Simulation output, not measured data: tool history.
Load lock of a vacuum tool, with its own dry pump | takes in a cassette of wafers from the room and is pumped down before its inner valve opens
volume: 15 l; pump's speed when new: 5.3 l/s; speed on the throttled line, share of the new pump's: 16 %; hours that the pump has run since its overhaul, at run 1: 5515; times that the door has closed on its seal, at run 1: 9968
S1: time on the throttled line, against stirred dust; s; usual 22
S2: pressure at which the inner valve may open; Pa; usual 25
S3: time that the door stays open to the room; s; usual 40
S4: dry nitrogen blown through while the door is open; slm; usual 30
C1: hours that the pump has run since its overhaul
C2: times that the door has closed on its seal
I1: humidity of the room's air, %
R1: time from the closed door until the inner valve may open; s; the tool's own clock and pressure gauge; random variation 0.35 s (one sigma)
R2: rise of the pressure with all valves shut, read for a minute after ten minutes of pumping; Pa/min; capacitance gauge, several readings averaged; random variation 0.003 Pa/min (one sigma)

{"run": 1, "hour": 0.0, "S1": 22, "S2": 25, "S3": 40, "S4": 30, "C1": 5515, "C2": 9968, "I1": 44.8, "R1": 43.9, "R2": 0.058}
{"run": 2, "hour": 124.3, "S1": 27, "S2": 25, "S3": 40, "S4": 30, "C1": 5639, "C2": 10291, "I1": 42.9, "R1": 48.3, "R2": 0.054}
{"run": 3, "hour": 244.4, "S1": 27, "S2": 25, "S3": 40, "S4": 30, "C1": 5759, "C2": 10602, "I1": 42.6, "R1": 48.3, "R2": 0.054}
{"run": 4, "hour": 367.0, "S1": 27, "S2": 25, "S3": 40, "S4": 30, "C1": 5882, "C2": 10921, "I1": 48.1, "R1": 48.2, "R2": 0.054}
{"run": 5, "hour": 503.7, "S1": 27, "S2": 25, "S3": 40, "S4": 30, "C1": 6018, "C2": 11275, "I1": 44.9, "R1": 48.4, "R2": 0.052}
{"run": 6, "hour": 582.0, "S1": 22, "S2": 31, "S3": 40, "S4": 30, "C1": 6097, "C2": 11479, "I1": 44.2, "R1": 43.4, "R2": 0.056}
{"run": 7, "hour": 702.3, "S1": 22, "S2": 35, "S3": 40, "S4": 30, "C1": 6217, "C2": 11791, "I1": 43.8, "R1": 43.1, "R2": 0.056}
{"run": 8, "hour": 836.6, "S1": 22, "S2": 35, "S3": 40, "S4": 30, "C1": 6351, "C2": 12139, "I1": 46.5, "R1": 43.4, "R2": 0.063}
{"run": 9, "hour": 984.8, "S1": 22, "S2": 35, "S3": 40, "S4": 30, "C1": 6500, "C2": 12524, "I1": 44.6, "R1": 43.2, "R2": 0.056}
{"run": 10, "hour": 1104.2, "S1": 22, "S2": 35, "S3": 40, "S4": 30, "C1": 6619, "C2": 12834, "I1": 46.9, "R1": 43.2, "R2": 0.063}
{"run": 11, "hour": 1241.0, "S1": 13, "S2": 25, "S3": 40, "S4": 30, "C1": 6756, "C2": 13189, "I1": 48.8, "R1": 36.3, "R2": 0.062}
{"run": 12, "hour": 1333.3, "S1": 22, "S2": 42, "S3": 40, "S4": 30, "C1": 6848, "C2": 13428, "I1": 46.8, "R1": 42.5, "R2": 0.058}
{"run": 13, "hour": 1399.5, "S1": 41, "S2": 25, "S3": 40, "S4": 30, "C1": 6914, "C2": 13600, "I1": 45.6, "R1": 60.3, "R2": 0.065}
{"run": 14, "hour": 1516.7, "S1": 41, "S2": 25, "S3": 40, "S4": 30, "C1": 7031, "C2": 13904, "I1": 44.2, "R1": 59.5, "R2": 0.058}
{"run": 15, "hour": 1583.7, "S1": 41, "S2": 25, "S3": 40, "S4": 30, "C1": 7098, "C2": 14078, "I1": 45.7, "R1": 60.3, "R2": 0.059}
{"run": 16, "hour": 1708.1, "S1": 41, "S2": 25, "S3": 40, "S4": 30, "C1": 7223, "C2": 14401, "I1": 43.4, "R1": 59.5, "R2": 0.057}
{"run": 17, "hour": 1833.8, "S1": 22, "S2": 25, "S3": 40, "S4": 22, "C1": 7349, "C2": 14727, "I1": 43.3, "R1": 44.7, "R2": 0.064}
{"run": 18, "hour": 1949.3, "S1": 22, "S2": 25, "S3": 40, "S4": 22, "C1": 7464, "C2": 15027, "I1": 44.6, "R1": 44.6, "R2": 0.07}
{"run": 19, "hour": 2073.8, "S1": 14, "S2": 25, "S3": 40, "S4": 17, "C1": 7588, "C2": 15350, "I1": 47.5, "R1": 38, "R2": 0.075}
{"run": 20, "hour": 2173.9, "S1": 18, "S2": 25, "S3": 40, "S4": 17, "C1": 7689, "C2": 15610, "I1": 47.2, "R1": 41, "R2": 0.072}
{"run": 21, "hour": 2243.5, "S1": 42, "S2": 21, "S3": 40, "S4": 27, "C1": 7758, "C2": 15790, "I1": 41.6, "R1": 61, "R2": 0.067}
{"run": 22, "hour": 2379.0, "S1": 29, "S2": 21, "S3": 40, "S4": 27, "C1": 7894, "C2": 16142, "I1": 44.8, "R1": 51, "R2": 0.064}
{"run": 23, "hour": 2499.2, "S1": 29, "S2": 21, "S3": 40, "S4": 27, "C1": 8014, "C2": 16454, "I1": 43.9, "R1": 51, "R2": 0.062}
{"run": 24, "hour": 2637.0, "S1": 22, "S2": 25, "S3": 66, "S4": 30, "C1": 8152, "C2": 16811, "I1": 43.3, "R1": 44.9, "R2": 0.077}
{"run": 25, "hour": 2759.9, "S1": 18, "S2": 29, "S3": 118, "S4": 30, "C1": 8275, "C2": 17130, "I1": 46, "R1": 41, "R2": 0.099}
{"run": 26, "hour": 2857.2, "S1": 19, "S2": 29, "S3": 118, "S4": 30, "C1": 8372, "C2": 17383, "I1": 45.2, "R1": 41.9, "R2": 0.099}
{"run": 27, "hour": 2946.2, "S1": 19, "S2": 29, "S3": 118, "S4": 30, "C1": 8461, "C2": 17614, "I1": 46.1, "R1": 42.4, "R2": 0.103}
{"run": 28, "hour": 3074.1, "S1": 22, "S2": 25, "S3": 40, "S4": 9, "C1": 8589, "C2": 17946, "I1": 45.2, "R1": 44.8, "R2": 0.084}
{"run": 29, "hour": 3181.1, "S1": 39, "S2": 33, "S3": 182, "S4": 22, "C1": 8696, "C2": 18223, "I1": 46.3, "R1": 58.2, "R2": 0.144}
{"run": 30, "hour": 3269.8, "S1": 39, "S2": 33, "S3": 182, "S4": 22, "C1": 8785, "C2": 18454, "I1": 44.3, "R1": 57.6, "R2": 0.149}
{"run": 31, "hour": 3358.1, "S1": 22, "S2": 25, "S3": 40, "S4": 27, "C1": 8873, "C2": 18683, "I1": 43, "R1": 45.1, "R2": 0.072}
{"run": 32, "hour": 3491.4, "S1": 22, "S2": 25, "S3": 40, "S4": 27, "C1": 9006, "C2": 19029, "I1": 44.8, "R1": 45.4, "R2": 0.071}
{"run": 33, "hour": 3620.5, "S1": 22, "S2": 34, "S3": 40, "S4": 5, "C1": 9135, "C2": 19364, "I1": 46.3, "R1": 44.1, "R2": 0.098}
{"run": 34, "hour": 3716.0, "S1": 15, "S2": 22, "S3": 30, "S4": 18, "C1": 9231, "C2": 19611, "I1": 40.4, "R1": 39.7, "R2": 0.069}
{"run": 35, "hour": 3831.7, "S1": 29, "S2": 19, "S3": 75, "S4": 13, "C1": 9346, "C2": 19912, "I1": 48.9, "R1": 51.5, "R2": 0.117}
{"run": 36, "hour": 3953.4, "S1": 14, "S2": 23, "S3": 27, "S4": 16, "C1": 9468, "C2": 20227, "I1": 45.6, "R1": 39.3, "R2": 0.076}

Some steps in R1 between neighbouring runs. How much of each would the tool show without its hidden state too (settings, what came in, random variation), and how much is left for the hidden state, with any gauge scatter that isn't in both results?
The hidden state here: pump's speed, % of a new pump's; leak at the door's seal, Pa l/s; drift of the gauge itself on ready_s, %; drift of the gauge itself on rise_pa_min, %.
Run 12 -> 13: S1 22 -> 41, S2 42 -> 25. R1 +17.8 s: hidden state -0.2, all else +18.
Run 16 -> 17: S1 41 -> 22, S4 30 -> 22. R1 -14.8 s: hidden state +0.3, all else -15.1.
Run 20 -> 21: S1 18 -> 42, S2 25 -> 21, S4 17 -> 27. R1 +20 s: hidden state -0.5, all else +20.5.
Run 28 -> 29: S1 22 -> 39, S2 25 -> 33, S3 40 -> 182, S4 9 -> 22. R1 +13.4 s: hidden state -0.5, all else +13.9.
Run 30 -> 31: S1 39 -> 22, S2 33 -> 25, S3 182 -> 40, S4 22 -> 27. R1 -12.5 s: hidden state +0.6, all else -13.1.
